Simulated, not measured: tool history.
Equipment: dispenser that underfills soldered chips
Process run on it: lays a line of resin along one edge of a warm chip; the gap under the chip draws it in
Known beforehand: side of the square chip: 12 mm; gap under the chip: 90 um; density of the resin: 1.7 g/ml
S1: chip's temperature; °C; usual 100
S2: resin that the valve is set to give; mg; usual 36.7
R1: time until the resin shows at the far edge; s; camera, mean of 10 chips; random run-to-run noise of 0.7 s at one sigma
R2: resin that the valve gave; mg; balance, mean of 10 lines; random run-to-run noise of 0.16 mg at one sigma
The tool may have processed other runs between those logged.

{"run": 1, "hour": 0.0, "S1": 100, "S2": 36.7, "R1": 89.4, "R2": 35.44}
{"run": 2, "hour": 7.6, "S1": 100, "S2": 36.7, "R1": 132.3, "R2": 35.32}
{"hour": 8.5, "done": "new syringe of resin"}
{"run": 3, "hour": 12.8, "S1": 100, "S2": 36.7, "R1": 80.4, "R2": 35.25}
{"run": 4, "hour": 19.3, "S1": 100, "S2": 36.7, "R1": 113, "R2": 35.01}
{"hour": 23.4, "done": "new syringe of resin"}
{"run": 5, "hour": 27.6, "S1": 100, "S2": 36.7, "R1": 78.9, "R2": 34.99}
{"run": 6, "hour": 33.0, "S1": 103, "S2": 36.7, "R1": 93.6, "R2": 35.19}
{"hour": 38.7, "done": "new syringe of resin"}
{"run": 7, "hour": 42.2, "S1": 103, "S2": 36.7, "R1": 66.5, "R2": 34.95}
{"run": 8, "hour": 50.4, "S1": 105, "S2": 36.7, "R1": 94.3, "R2": 34.92}
{"hour": 53.4, "done": "new syringe of resin"}
{"run": 9, "hour": 59.4, "S1": 105, "S2": 39.4, "R1": 70.5, "R2": 37.58}
{"run": 10, "hour": 63.1, "S1": 100, "S2": 36.7, "R1": 104.8, "R2": 34.86}
{"hour": 68.2, "done": "new syringe of resin"}
{"run": 11, "hour": 69.2, "S1": 100, "S2": 36.7, "R1": 66.4, "R2": 34.41}
{"run": 12, "hour": 74.0, "S1": 100, "S2": 36.7, "R1": 85.2, "R2": 35.06}
{"run": 13, "hour": 81.9, "S1": 100, "S2": 36.7, "R1": 130.1, "R2": 34.57}
{"hour": 83.4, "done": "new syringe of resin"}
{"run": 14, "hour": 87.0, "S1": 100, "S2": 36.7, "R1": 76.2, "R2": 34.52}
{"run": 15, "hour": 91.6, "S1": 100, "S2": 33.9, "R1": 98.5, "R2": 31.83}
{"hour": 98.1, "done": "new syringe of resin"}
{"run": 16, "hour": 98.1, "S1": 97, "S2": 38.7, "R1": 69.9, "R2": 36.19}
{"run": 17, "hour": 102.1, "S1": 100, "S2": 44.3, "R1": 76.1, "R2": 41.44}
{"run": 18, "hour": 109.6, "S1": 100, "S2": 44.3, "R1": 112.6, "R2": 41.85}
{"hour": 113.2, "done": "new syringe of resin"}
{"run": 19, "hour": 118.2, "S1": 100, "S2": 47.6, "R1": 78.8, "R2": 44.51}
{"run": 20, "hour": 121.8, "S1": 93, "S2": 47.6, "R1": 124.7, "R2": 44.56}
{"hour": 123.5, "done": "dispensing valve cleaned and set on the balance"}
{"hour": 129.0, "done": "new syringe of resin"}
{"run": 21, "hour": 129.2, "S1": 92, "S2": 42.3, "R1": 85.1, "R2": 42.23}
{"run": 22, "hour": 133.5, "S1": 92, "S2": 42.3, "R1": 105.2, "R2": 41.91}
{"run": 23, "hour": 137.8, "S1": 105, "S2": 46.1, "R1": 81.1, "R2": 45.73}
{"hour": 144.3, "done": "new syringe of resin"}
{"run": 24, "hour": 145.3, "S1": 109, "S2": 34, "R1": 47.9, "R2": 33.54}
{"run": 25, "hour": 150.0, "S1": 105, "S2": 42.8, "R1": 70.2, "R2": 42.45}
{"run": 26, "hour": 156.6, "S1": 114, "S2": 32.6, "R1": 71.1, "R2": 32.55}

Forecast each of these 3 alternatives for the next run:
{"hour": 159.4, "done": "new syringe of resin"}
{"run": "A", "hour": 163.8, "S1": 100, "S2": 45.5, "R1": "?", "R2": "?"}
{"hour": 159.4, "done": "new syringe of resin"}
{"run": "B", "hour": 163.8, "S1": 96, "S2": 32.6, "R1": "?", "R2": "?"}
{"hour": 159.4, "done": "new syringe of resin"}
{"run": "C", "hour": 163.8, "S1": 87, "S2": 43.8, "R1": "?", "R2": "?"}

run=A R1=78.6 R2=44.64
run=B R1=94.5 R2=32.21
run=C R1=132.4 R2=43.26
What these runs would have given with no unlogged condition in the tool:
run=A R1=61.7 R2=45.28
run=B R1=74.1 R2=32.67
run=C R1=103.8 R2=43.88

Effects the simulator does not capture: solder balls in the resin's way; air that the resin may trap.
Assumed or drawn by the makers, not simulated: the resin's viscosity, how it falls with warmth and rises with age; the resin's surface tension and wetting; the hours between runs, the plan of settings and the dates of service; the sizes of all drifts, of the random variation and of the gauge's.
